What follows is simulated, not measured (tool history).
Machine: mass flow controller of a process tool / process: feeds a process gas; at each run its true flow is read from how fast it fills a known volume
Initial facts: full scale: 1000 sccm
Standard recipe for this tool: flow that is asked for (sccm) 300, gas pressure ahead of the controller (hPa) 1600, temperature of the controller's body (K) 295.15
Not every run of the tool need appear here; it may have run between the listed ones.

run    hour  flow that is asked for (sccm)  gas pressure ahead of the controller (hPa)  temperature of the controller's body (K)  true flow (%)
  1     0.0                            300                                        1600                                    295.15          97.92
  2   218.5                            874                                        1600                                    295.15          99.07
  3   466.4                            300                                        1600                                    295.15          97.58
  4   684.6                            300                                        1600                                    295.15          97.44
  5   921.6                            300                                        1600                                    295.15          97.34
  6  1145.5                            300                                        1600                                    308.15          98.69
  7  1401.1                            300                                        1600                                    308.15          98.53
  8  1577.3                            300                                        1600                                    308.15          98.47
  9  1800.2                            185                                        1600                                    308.15          98.00
 10  1972.0                            185                                        1600                                    308.15          97.86
 11  2180.7                            200                                        2200                                    293.15          96.53
 12  2421.3                            200                                        1990                                    306.15          97.80
 13  2677.2                            200                                        1990                                    306.15          97.54
 14  2820.2                            200                                        1990                                    306.15          97.62
 15  2926.4                            200                                        1410                                    296.15          96.12
 16  3099.7                            200                                        1410                                    295.15          96.11
 17  3345.7                            200                                        1410                                    295.15          96.10
 18  3584.6                            200                                        1410                                    295.15          95.84

What if the next run were any one of these 5? Each begins from the tool's condition after run 18:
  A  3715.4                            200                                        1620                                    295.15              ?
  B  3715.4                            200                                        1840                                    295.15              ?
  C  3715.4                            103                                        1410                                    295.15              ?
  D  3715.4                            300                                        1600                                    296.15              ?
  E  3715.4                            200                                        2300                                    298.15              ?

run  true flow (%)
  A          95.97
  B          95.87
  C          95.67
  D          96.18
  E          96.38
With no hidden state in the tool, these same runs would have given:
run  true flow (%)
  A          97.66
  B          97.55
  C          97.36
  D          97.87
  E          98.07
